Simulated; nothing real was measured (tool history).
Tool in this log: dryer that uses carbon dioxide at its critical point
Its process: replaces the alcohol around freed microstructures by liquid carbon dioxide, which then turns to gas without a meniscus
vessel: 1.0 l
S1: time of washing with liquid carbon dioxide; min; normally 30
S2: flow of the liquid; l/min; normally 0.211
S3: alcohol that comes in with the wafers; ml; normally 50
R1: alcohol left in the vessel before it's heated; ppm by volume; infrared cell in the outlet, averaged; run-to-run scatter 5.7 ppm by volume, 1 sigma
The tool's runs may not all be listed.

run 1 hour=0 | S1=30 S2=0.211 S3=50 | R1=253
run 2 hour=11.3 | S1=30 S2=0.211 S3=50 | R1=253
run 3 hour=17.2 | S1=30 S2=0.211 S3=50 | R1=278
run 4 hour=24.9 | S1=30 S2=0.211 S3=50 | R1=267
run 5 hour=35.8 | S1=30 S2=0.211 S3=50 | R1=261
run 6 hour=44.6 | S1=32 S2=0.211 S3=50 | R1=189
run 7 hour=57.8 | S1=30 S2=0.211 S3=50 | R1=270
run 8 hour=64.5 | S1=30 S2=0.286 S3=50 | R1=60
run 9 hour=77.2 | S1=30 S2=0.286 S3=50 | R1=73
run 10 hour=83.4 | S1=30 S2=0.211 S3=40 | R1=226
run 11 hour=93.4 | S1=30 S2=0.211 S3=50 | R1=296
run 12 hour=104.6 | S1=30 S2=0.211 S3=50 | R1=293
run 13 hour=111.9 | S1=30 S2=0.211 S3=65 | R1=385
run 14 hour=124 | S1=30 S2=0.165 S3=50 | R1=856
run 15 hour=132.4 | S1=30 S2=0.165 S3=50 | R1=904
run 16 hour=145.4 | S1=30 S2=0.165 S3=50 | R1=914
run 17 hour=157.1 | S1=30 S2=0.211 S3=50 | R1=308
run 18 hour=162.6 | S1=30 S2=0.211 S3=50 | R1=318
run 19 hour=175.2 | S1=30 S2=0.211 S3=50 | R1=306
run 20 hour=183.2 | S1=30 S2=0.211 S3=50 | R1=311
run 21 hour=189.1 | S1=30 S2=0.211 S3=22 | R1=165
run 22 hour=201.1 | S1=46 S2=0.211 S3=22 | R1=55
run 23 hour=209.9 | S1=46 S2=0.211 S3=22 | R1=63
run 24 hour=219.1 | S1=46 S2=0.211 S3=22 | R1=53
run 25 hour=229.3 | S1=46 S2=0.211 S3=22 | R1=52
run 26 hour=241.6 | S1=46 S2=0.211 S3=22 | R1=59
run 27 hour=252.5 | S1=35 S2=0.165 S3=80 | R1=831
run 28 hour=258.1 | S1=35 S2=0.165 S3=80 | R1=846
run 29 hour=266.8 | S1=32 S2=0.132 S3=119 | R1=4151
run 30 hour=273.5 | S1=32 S2=0.132 S3=119 | R1=4347
run 31 hour=284.9 | S1=38 S2=0.257 S3=50 | R1=70
run 32 hour=291.7 | S1=38 S2=0.257 S3=50 | R1=73
run 33 hour=303.8 | S1=20 S2=0.211 S3=99 | R1=3437
run 34 hour=313.1 | S1=20 S2=0.211 S3=99 | R1=3412
run 35 hour=321.8 | S1=23 S2=0.185 S3=57 | R1=2004
run 36 hour=331.4 | S1=23 S2=0.185 S3=57 | R1=2090
run 37 hour=342 | S1=23 S2=0.185 S3=57 | R1=1993
run 38 hour=347.4 | S1=30 S2=0.129 S3=32 | R1=1644
run 39 hour=360.1 | S1=30 S2=0.271 S3=25 | R1=112
run 40 hour=370.9 | S1=30 S2=0.271 S3=25 | R1=103
run 41 hour=378.5 | S1=30 S2=0.16 S3=25 | R1=638
run 42 hour=389.5 | S1=30 S2=0.296 S3=50 | R1=107
run 43 hour=398 | S1=36 S2=0.359 S3=83 | R1=70
run 44 hour=408.7 | S1=28 S2=0.211 S3=50 | R1=544
run 45 hour=421.5 | S1=28 S2=0.211 S3=50 | R1=545
run 46 hour=428.7 | S1=32 S2=0.211 S3=48 | R1=310
run 47 hour=440.1 | S1=35 S2=0.211 S3=50 | R1=232

Here are 4 independent what-if runs from the current tool condition. What would each one return?
run A hour=447.4 | S1=31 S2=0.15 S3=61 | R1=?
run B hour=447.4 | S1=30 S2=0.211 S3=24 | R1=?
run C hour=447.4 | S1=35 S2=0.134 S3=65 | R1=?
run D hour=447.4 | S1=47 S2=0.211 S3=50 | R1=?

run=A R1=1792
run=B R1=240
run=C R1=1907
run=D R1=86
With the hidden condition removed and each run's random variation left untouched, the same runs would have given:
run=A R1=1070
run=B R1=88
run=C R1=1138
run=D R1=5
